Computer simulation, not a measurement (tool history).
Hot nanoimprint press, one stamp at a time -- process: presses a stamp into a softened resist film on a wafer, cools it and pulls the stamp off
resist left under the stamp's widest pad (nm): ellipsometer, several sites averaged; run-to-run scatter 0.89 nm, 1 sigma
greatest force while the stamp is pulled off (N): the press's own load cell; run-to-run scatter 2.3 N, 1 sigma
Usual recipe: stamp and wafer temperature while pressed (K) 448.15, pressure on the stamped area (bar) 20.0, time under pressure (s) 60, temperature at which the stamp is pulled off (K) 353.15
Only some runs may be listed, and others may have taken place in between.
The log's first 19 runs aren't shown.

| run | hour | stamp and wafer temperature while pressed (K) | pressure on the stamped area (bar) | time under pressure (s) | temperature at which the stamp is pulled off (K) | hours of work since the thermocouple was calibrated | imprints on the stamp's release coat | hours of work since the press's seals were changed | resist left under the stamp's widest pad (nm) | greatest force while the stamp is pulled off (N) |
|---|---|---|---|---|---|---|---|---|---|---|
|  | 118.5 | stamp cleaned and given a new release coat |
| 20 | 125.5 | 448.15 | 20.0 | 43 | 353.15 | 61 | 17 | 77 | 142.4 | 101 |
| 21 | 129.5 | 448.15 | 21.4 | 69 | 353.15 | 62 | 26 | 78 | 113.9 | 103 |
| 22 | 134.4 | 448.15 | 21.4 | 69 | 353.15 | 64 | 39 | 80 | 114.2 | 103 |
| 23 | 143.1 | 448.15 | 21.4 | 69 | 353.15 | 68 | 60 | 84 | 112.9 | 104 |
| 24 | 147.3 | 449.15 | 21.4 | 37 | 353.15 | 70 | 70 | 86 | 139.7 | 103 |
| 25 | 152.8 | 449.15 | 21.4 | 37 | 353.15 | 72 | 84 | 88 | 139.8 | 108 |
| 26 | 157.8 | 449.15 | 21.4 | 37 | 353.15 | 74 | 96 | 90 | 139.2 | 103 |
| 27 | 165.7 | 448.15 | 20.0 | 41 | 341.15 | 77 | 116 | 93 | 144.6 | 111 |
| 28 | 171.7 | 448.15 | 20.0 | 41 | 341.15 | 80 | 130 | 96 | 144.8 | 116 |
| 29 | 180.0 | 445.15 | 20.0 | 60 | 353.15 | 83 | 151 | 99 | 138.8 | 108 |
| 30 | 184.3 | 452.15 | 19.1 | 60 | 353.15 | 85 | 161 | 101 | 109.2 | 109 |
| 31 | 189.2 | 452.15 | 19.1 | 60 | 353.15 | 87 | 173 | 103 | 109.2 | 107 |

Forecast each of these 3 alternatives for the next run:
| A | 193.3 | 445.15 | 19.1 | 41 | 351.15 | 89 | 183 | 105 | ? | ? |
| B | 193.3 | 439.15 | 26.5 | 77 | 353.15 | 89 | 183 | 105 | ? | ? |
| C | 193.3 | 452.15 | 12.8 | 60 | 353.15 | 89 | 183 | 105 | ? | ? |

| run | resist left under the stamp's widest pad (nm) | greatest force while the stamp is pulled off (N) |
|---|---|---|
| A | 164.1 | 116 |
| B | 141.4 | 106 |
| C | 133.5 | 109 |
What these runs would have given with no unlogged condition in the tool:
| run | resist left under the stamp's widest pad (nm) | greatest force while the stamp is pulled off (N) |
|---|---|---|
| A | 162.8 | 108 |
| B | 140.0 | 99 |
| C | 132.6 | 102 |
